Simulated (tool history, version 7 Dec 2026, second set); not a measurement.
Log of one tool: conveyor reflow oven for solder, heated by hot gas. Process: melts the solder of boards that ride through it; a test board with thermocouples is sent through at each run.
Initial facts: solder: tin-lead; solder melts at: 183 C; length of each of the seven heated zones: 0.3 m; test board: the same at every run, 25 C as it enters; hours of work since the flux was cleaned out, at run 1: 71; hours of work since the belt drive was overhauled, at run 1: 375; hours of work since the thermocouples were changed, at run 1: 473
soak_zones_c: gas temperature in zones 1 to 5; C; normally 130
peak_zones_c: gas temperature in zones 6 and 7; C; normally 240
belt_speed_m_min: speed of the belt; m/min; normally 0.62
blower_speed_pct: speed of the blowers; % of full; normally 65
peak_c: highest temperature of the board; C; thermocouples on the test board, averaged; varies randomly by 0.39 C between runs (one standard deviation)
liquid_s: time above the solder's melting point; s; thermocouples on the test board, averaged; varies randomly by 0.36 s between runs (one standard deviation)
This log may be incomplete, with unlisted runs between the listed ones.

| run | hour | soak_zones_c | peak_zones_c | belt_speed_m_min | blower_speed_pct | hours of work since the flux was cleaned out | hours of work since the belt drive was overhauled | hours of work since the thermocouples were changed | peak_c | liquid_s |
|---|---|---|---|---|---|---|---|---|---|---|
| 1 | 0 | 130 | 240 | 0.62 | 65 | 71 | 375 | 473 | 220.8 | 43.5 |
| 2 | 21.5 | 130 | 240 | 0.62 | 65 | 86 | 390 | 489 | 221.3 | 43.3 |
| 3 | 32.9 | 130 | 240 | 0.62 | 65 | 95 | 398 | 497 | 221.1 | 42.9 |
| 4 | 54.9 | 130 | 240 | 0.62 | 65 | 110 | 414 | 512 | 221.3 | 43.2 |
| 5 | 68.8 | 130 | 240 | 0.62 | 65 | 120 | 424 | 522 | 220.9 | 44 |
| 6 | 80.9 | 130 | 240 | 0.62 | 65 | 129 | 432 | 531 | 221 | 44 |

Run 7, settings as shown, results not yet in. Your forecast:
| 7 | 93.6 | 130 | 240 | 0.62 | 65 | 138 | 441 | 540 | ? | ? |

peak_c: 221.1 C
liquid_s: 43.8 s
Had the tool carried no hidden state, the very same run would have given peak_c 221.1 C, liquid_s 43.7 s.

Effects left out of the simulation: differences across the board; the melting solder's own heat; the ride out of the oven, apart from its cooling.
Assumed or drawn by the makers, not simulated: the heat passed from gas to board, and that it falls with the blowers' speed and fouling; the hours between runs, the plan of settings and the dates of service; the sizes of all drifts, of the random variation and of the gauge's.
